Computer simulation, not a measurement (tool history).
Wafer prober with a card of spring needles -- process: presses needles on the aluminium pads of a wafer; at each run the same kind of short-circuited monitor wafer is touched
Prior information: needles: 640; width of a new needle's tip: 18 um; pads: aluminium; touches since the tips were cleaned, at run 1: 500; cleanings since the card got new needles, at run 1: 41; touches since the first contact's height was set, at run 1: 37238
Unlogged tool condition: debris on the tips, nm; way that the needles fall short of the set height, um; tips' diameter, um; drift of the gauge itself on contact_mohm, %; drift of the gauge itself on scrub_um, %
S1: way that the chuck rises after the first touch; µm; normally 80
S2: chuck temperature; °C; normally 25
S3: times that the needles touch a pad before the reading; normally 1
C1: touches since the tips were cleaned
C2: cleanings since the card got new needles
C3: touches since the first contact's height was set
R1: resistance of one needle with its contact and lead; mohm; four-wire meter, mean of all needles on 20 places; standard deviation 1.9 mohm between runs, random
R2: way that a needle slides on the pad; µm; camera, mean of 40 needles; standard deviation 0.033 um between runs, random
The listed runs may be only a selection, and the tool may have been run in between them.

run   hour  S1   S2  S3    C1  C2     C3   R1     R2
  1    0.0  80   25   1   500  41  37238  208   9.59
       4.2  -- tips cleaned on abrasive film
       9.5  -- tips cleaned on abrasive film
  2   12.9  80   49   1  1713  43  43717  227   9.61
      15.1  -- tips cleaned on abrasive film
      20.3  -- tips cleaned on abrasive film
  3   21.3  72   25   1   496  45  47895  211   8.59
      26.0  -- tips cleaned on abrasive film
  4   28.0  80   25   1  1036  46  51254  214   9.58
      31.2  -- tips cleaned on abrasive film
      36.6  -- tips cleaned on abrasive film
  5   38.8  80   25   1  1112  48  56652  218   9.53
      41.9  -- tips cleaned on abrasive film
      47.3  -- tips cleaned on abrasive film
  6   50.5  80   25   1  1628  50  62544  225   9.52
      52.9  -- tips cleaned on abrasive film
      58.1  -- tips cleaned on abrasive film
  7   61.1  80   25   1  1536  52  67820  222   9.55
      64.0  -- tips cleaned on abrasive film
      69.0  -- tips cleaned on abrasive film
  8   72.2  96   25   1  1641  54  73401  219  11.44
      74.6  -- tips cleaned on abrasive film
      74.9  -- height of the first contact set anew
  9   79.1  96   73   1  2183  55   2183  229  11.72
      80.5  -- tips cleaned on abrasive film
 10   84.9  96   73   1  2254  56   5057  234  11.63
      86.1  -- tips cleaned on abrasive film
      91.4  -- tips cleaned on abrasive film
 11   91.4  96   73   1     0  58   8271  202  11.71
      96.9  -- tips cleaned on abrasive film
     102.8  -- tips cleaned on abrasive film
 12  105.0  62   25   2  1111  60  15126  220   7.52
     108.7  -- tips cleaned on abrasive film
     114.0  -- tips cleaned on abrasive film
 13  114.0  77   29   1     0  62  19594  203   9.26
     119.0  -- tips cleaned on abrasive film
     124.1  -- tips cleaned on abrasive film
 14  126.2  77   29   1  1094  64  25720  224   9.29
     129.1  -- tips cleaned on abrasive film
 15  133.3  77   29   1  2115  65  29281  240   9.26
     134.4  -- tips cleaned on abrasive film
     139.7  -- tips cleaned on abrasive film
     145.4  -- tips cleaned on abrasive film
 16  146.6  89   85   1   607  68  35924  219  10.75
     151.1  -- tips cleaned on abrasive film
 17  154.0  85   58   1  1487  69  39620  230  10.21
     156.9  -- tips cleaned on abrasive film
     162.9  -- tips cleaned on abrasive film
 18  164.6  80   34   1   880  71  44930  216   9.56
     168.6  -- tips cleaned on abrasive film
 19  172.8  68  103   2  2149  72  49085  244   8.16
     174.1  -- tips cleaned on abrasive film
     179.6  -- tips cleaned on abrasive film
 20  183.7  68  103   2  2087  74  54526  243   8.11
     185.7  -- tips cleaned on abrasive film
     191.6  -- tips cleaned on abrasive film
 21  196.3  83   55   3  2421  76  60860  217   9.94
     197.1  -- tips cleaned on abrasive film
     202.8  -- tips cleaned on abrasive film
 22  205.9  83   55   3  1588  78  65646  214   9.87

4 options for the next run, each taken on its own from the tool as it stands now. Forecast them:
     207.9  -- tips cleaned on abrasive film
  A  212.3  90  86   3  2233  79  68835   ?   ?
     207.9  -- tips cleaned on abrasive film
  B  212.3  94  29   1  2233  79  68835   ?   ?
     207.9  -- tips cleaned on abrasive film
  C  212.3  93  55   2  2233  79  68835   ?   ?
     207.9  -- tips cleaned on abrasive film
  D  212.3  94  45   2  2233  79  68835   ?   ?

run   R1     R2
  A  219  10.74
  B  223  11.25
  C  219  11.15
  D  214  11.24
What these runs would have given with no unlogged condition in the tool:
run   R1     R2
  A  207  10.93
  B  193  11.45
  C  200  11.35
  D  196  11.44
